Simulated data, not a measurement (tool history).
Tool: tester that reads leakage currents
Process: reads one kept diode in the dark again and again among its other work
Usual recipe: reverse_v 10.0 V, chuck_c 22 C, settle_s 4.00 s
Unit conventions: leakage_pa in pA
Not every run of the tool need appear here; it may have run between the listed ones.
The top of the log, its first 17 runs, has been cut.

Run 18, hour 654.0: usual settings but reverse_v 1.2 V. Result: leakage_pa 10.45 pA.
Run 19, hour 697.8: usual settings but reverse_v 13.7 V. Result: leakage_pa 38.93 pA.
Run 20, hour 751.1: usual settings but reverse_v 13.7 V, settle_s 9.83 s. Result: leakage_pa 39.63 pA.
Run 21, hour 805.2: usual settings but reverse_v 13.7 V, settle_s 9.83 s. Result: leakage_pa 40.27 pA.
Run 22, hour 840.0: usual settings but reverse_v 13.7 V, settle_s 9.83 s. Result: leakage_pa 40.86 pA.
Run 23, hour 895.6: usual settings but reverse_v 9.2 V, chuck_c 39 C. Result: leakage_pa 121.65 pA.
Run 24, hour 940.9: usual settings but reverse_v 9.2 V, chuck_c 39 C. Result: leakage_pa 123.08 pA.
Run 25, hour 965.3: usual settings but reverse_v 9.2 V, chuck_c 58 C, settle_s 1.41 s. Result: leakage_pa 521.10 pA.
Run 26, hour 1011.9: usual settings but reverse_v 9.2 V, chuck_c 58 C, settle_s 1.41 s. Result: leakage_pa 525.74 pA.
Run 27, hour 1040.3: usual settings but reverse_v 9.2 V, chuck_c 58 C, settle_s 1.41 s. Result: leakage_pa 528.35 pA.
Run 28, hour 1074.1: usual settings but reverse_v 11.9 V, settle_s 2.09 s. Result: leakage_pa 40.31 pA.
At hour 1107.0: chuck's temperature calibrated.
Run 29, hour 1119.5: usual settings but reverse_v 11.9 V, settle_s 0.73 s. Result: leakage_pa 35.73 pA.
Run 30, hour 1156.8: usual settings but reverse_v 13.2 V, chuck_c 58 C, settle_s 0.73 s. Result: leakage_pa 537.21 pA.
Run 31, hour 1202.7: usual settings but reverse_v 13.2 V, chuck_c 58 C, settle_s 0.73 s. Result: leakage_pa 540.47 pA.
Run 32, hour 1249.8: usual settings but reverse_v 13.2 V, chuck_c 58 C, settle_s 0.73 s. Result: leakage_pa 543.74 pA.
Run 33, hour 1294.6: usual settings but reverse_v 13.2 V, chuck_c 58 C, settle_s 0.73 s. Result: leakage_pa 548.29 pA.
Run 34, hour 1324.1: usual settings but reverse_v 8.1 V, chuck_c 52 C, settle_s 0.73 s. Result: leakage_pa 282.53 pA.
Run 35, hour 1363.8: usual settings but reverse_v 8.1 V, chuck_c 52 C, settle_s 0.73 s. Result: leakage_pa 283.93 pA.
Run 36, hour 1392.1: usual settings but chuck_c 58 C, settle_s 4.83 s. Result: leakage_pa 488.62 pA.
Run 37, hour 1428.5: usual settings but chuck_c 58 C, settle_s 4.83 s. Result: leakage_pa 491.86 pA.
Run 38, hour 1475.0: usual settings but reverse_v 1.6 V, chuck_c 26 C, settle_s 1.02 s. Result: leakage_pa 17.00 pA.
Run 39, hour 1498.7: usual settings but reverse_v 6.4 V, chuck_c 40 C, settle_s 0.63 s. Result: leakage_pa 104.34 pA.

Below are 5 alternative next runs, each starting from the tool's condition after run 39. Predict each:
Run A, hour 1538.7: usual settings but reverse_v 6.4 V, chuck_c 20 C, settle_s 0.63 s. Result: leakage_pa ?.
Run B, hour 1538.7: usual settings but settle_s 1.52 s. Result: leakage_pa ?.
Run C, hour 1538.7: usual settings but reverse_v 1.4 V, settle_s 1.10 s. Result: leakage_pa ?.
Run D, hour 1538.7: usual settings but reverse_v 1.0 V, chuck_c 24 C, settle_s 1.12 s. Result: leakage_pa ?.
Run E, hour 1538.7: usual settings but reverse_v 3.9 V, chuck_c 40 C, settle_s 0.59 s. Result: leakage_pa ?.

run  leakage_pa
  A       24.03
  B       35.48
  C       11.56
  D       11.56
  E       82.86
Stripped of hidden state, with their random variation kept, the same runs would have yielded:
run  leakage_pa
  A       15.83
  B       22.85
  C        9.16
  D        9.53
  E       72.01
